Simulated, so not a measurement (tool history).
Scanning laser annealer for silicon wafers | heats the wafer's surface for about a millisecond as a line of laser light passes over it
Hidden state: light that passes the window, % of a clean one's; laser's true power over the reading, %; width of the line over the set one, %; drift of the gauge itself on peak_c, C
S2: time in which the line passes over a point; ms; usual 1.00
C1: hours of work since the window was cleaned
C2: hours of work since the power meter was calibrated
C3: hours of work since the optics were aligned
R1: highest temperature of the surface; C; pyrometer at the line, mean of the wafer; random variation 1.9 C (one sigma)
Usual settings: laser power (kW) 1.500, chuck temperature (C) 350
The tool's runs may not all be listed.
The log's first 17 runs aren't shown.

{"run": 18, "hour": 287.4, "laser power (kW)": 1.5, "S2": 0.87, "chuck temperature (C)": 350, "C1": 522, "C2": 437, "C3": 215, "R1": 1056}
{"run": 19, "hour": 306.4, "laser power (kW)": 1.5, "S2": 1.0, "chuck temperature (C)": 360, "C1": 536, "C2": 450, "C3": 229, "R1": 1123}
{"run": 20, "hour": 324.9, "laser power (kW)": 1.5, "S2": 1.0, "chuck temperature (C)": 360, "C1": 549, "C2": 463, "C3": 242, "R1": 1120}
{"run": 21, "hour": 346.8, "laser power (kW)": 1.5, "S2": 1.0, "chuck temperature (C)": 360, "C1": 564, "C2": 479, "C3": 257, "R1": 1126}
{"run": 22, "hour": 366.0, "laser power (kW)": 1.5, "S2": 0.92, "chuck temperature (C)": 388, "C1": 578, "C2": 493, "C3": 271, "R1": 1117}
{"run": 23, "hour": 387.3, "laser power (kW)": 1.5, "S2": 1.04, "chuck temperature (C)": 380, "C1": 593, "C2": 508, "C3": 286, "R1": 1158}
{"run": 24, "hour": 398.4, "laser power (kW)": 1.551, "S2": 1.04, "chuck temperature (C)": 380, "C1": 601, "C2": 516, "C3": 294, "R1": 1187}
{"run": 25, "hour": 408.7, "laser power (kW)": 1.5, "S2": 1.0, "chuck temperature (C)": 344, "C1": 608, "C2": 523, "C3": 301, "R1": 1108}
{"run": 26, "hour": 419.3, "laser power (kW)": 1.5, "S2": 1.2, "chuck temperature (C)": 350, "C1": 616, "C2": 530, "C3": 309, "R1": 1193}
{"run": 27, "hour": 429.8, "laser power (kW)": 1.575, "S2": 0.74, "chuck temperature (C)": 319, "C1": 623, "C2": 538, "C3": 316, "R1": 1001}
{"run": 28, "hour": 450.1, "laser power (kW)": 1.575, "S2": 0.74, "chuck temperature (C)": 319, "C1": 638, "C2": 552, "C3": 331, "R1": 1002}
{"run": 29, "hour": 465.2, "laser power (kW)": 1.53, "S2": 0.86, "chuck temperature (C)": 319, "C1": 649, "C2": 563, "C3": 341, "R1": 1035}
{"run": 30, "hour": 485.1, "laser power (kW)": 1.53, "S2": 0.86, "chuck temperature (C)": 319, "C1": 663, "C2": 577, "C3": 356, "R1": 1035}
{"run": 31, "hour": 503.8, "laser power (kW)": 1.622, "S2": 0.86, "chuck temperature (C)": 380, "C1": 676, "C2": 591, "C3": 369, "R1": 1149}
{"run": 32, "hour": 514.5, "laser power (kW)": 1.622, "S2": 0.86, "chuck temperature (C)": 380, "C1": 684, "C2": 598, "C3": 376, "R1": 1147}
{"run": 33, "hour": 525.7, "laser power (kW)": 1.614, "S2": 1.0, "chuck temperature (C)": 384, "C1": 692, "C2": 606, "C3": 384, "R1": 1209}

Forecast run 34:
{"run": 34, "hour": 544.3, "laser power (kW)": 1.614, "S2": 1.0, "chuck temperature (C)": 384, "C1": 705, "C2": 619, "C3": 398, "R1": "?"}

{"run 34": {"R1": 1211}}
Without the tool's hidden state the same run would have given R1 1212 C.
